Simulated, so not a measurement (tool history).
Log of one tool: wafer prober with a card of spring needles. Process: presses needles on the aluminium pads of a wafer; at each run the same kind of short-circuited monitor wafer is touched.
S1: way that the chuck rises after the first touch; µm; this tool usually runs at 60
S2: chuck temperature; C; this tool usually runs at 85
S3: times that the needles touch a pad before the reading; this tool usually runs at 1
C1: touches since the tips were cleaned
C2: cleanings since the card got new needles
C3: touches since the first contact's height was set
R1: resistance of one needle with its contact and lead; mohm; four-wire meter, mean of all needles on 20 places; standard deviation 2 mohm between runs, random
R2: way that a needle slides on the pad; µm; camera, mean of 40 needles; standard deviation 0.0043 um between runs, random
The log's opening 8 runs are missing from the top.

run,day,S1,S2,S3,C1,C2,C3,R1,R2
# day 5.958: tips cleaned on abrasive film
9,6.129,53,85,1,1761,41,42140,227,10.731
# day 6.804: tips cleaned on abrasive film
10,7.008,53,85,1,2130,42,51245,225,10.727
# day 7.646: tips cleaned on abrasive film
11,7.646,53,85,1,0,43,57813,224,10.730
12,8.175,60,85,2,5491,43,63304,223,12.147
# day 8.496: tips cleaned on abrasive film
# day 8.967: height of the first contact set anew
13,9.017,60,85,2,5280,44,530,223,12.143
# day 9.383: tips cleaned on abrasive film
14,9.646,60,85,2,2724,45,7001,223,12.151
# day 10.262: tips cleaned on abrasive film
15,10.329,60,85,1,661,46,14069,221,12.149
16,10.775,60,85,1,5305,46,18713,228,12.145
# day 11.129: tips cleaned on abrasive film
17,11.196,55,85,3,708,47,23065,224,11.138
18,11.625,55,85,3,5138,47,27495,227,11.135
# day 11.967: tips cleaned on abrasive film
19,12.112,59,60,1,1534,48,32529,225,11.944
20,12.712,74,85,1,7780,48,38775,224,14.983
# day 12.842: tips cleaned on abrasive film
21,13.392,74,85,1,5717,49,45776,221,14.976
# day 13.679: tips cleaned on abrasive film
22,14.246,70,85,1,5908,50,54621,224,14.173
# day 14.571: tips cleaned on abrasive film
23,14.954,70,85,1,3974,51,61917,222,14.157
# day 15.462: tips cleaned on abrasive film
24,15.729,70,85,1,2762,52,69959,223,14.169
# day 15.858: height of the first contact set anew
# day 16.300: tips cleaned on abrasive film
25,16.683,44,85,2,3982,53,8564,225,8.900
# day 17.138: tips cleaned on abrasive film
26,17.162,44,85,2,279,54,13490,228,8.909
# day 17.988: tips cleaned on abrasive film
27,18.054,80,27,1,702,55,22719,209,16.194
28,18.467,45,78,1,4985,55,27002,230,9.103
# day 18.842: tips cleaned on abrasive film
29,19.392,47,32,2,5747,56,36578,215,9.509
# day 19.688: tips cleaned on abrasive film
30,20.329,53,95,1,6675,57,46280,229,10.729
# day 20.542: tips cleaned on abrasive film
31,20.821,53,95,1,2882,58,51336,228,10.730

4 options for the next run, each taken on its own from the tool as it stands now. Forecast them:
# day 21.438: tips cleaned on abrasive film
A,21.679,60,85,2,2545,59,60234,?,?
# day 21.438: tips cleaned on abrasive film
B,21.679,74,81,3,2545,59,60234,?,?
# day 21.438: tips cleaned on abrasive film
C,21.679,62,26,2,2545,59,60234,?,?
# day 21.438: tips cleaned on abrasive film
D,21.679,49,85,1,2545,59,60234,?,?

run,R1,R2
A,225,12.153
B,220,14.981
C,208,12.550
D,224,9.919
Without the tool's hidden state the same runs would have given:
run,R1,R2
A,225,12.154
B,220,14.981
C,208,12.551
D,223,9.920
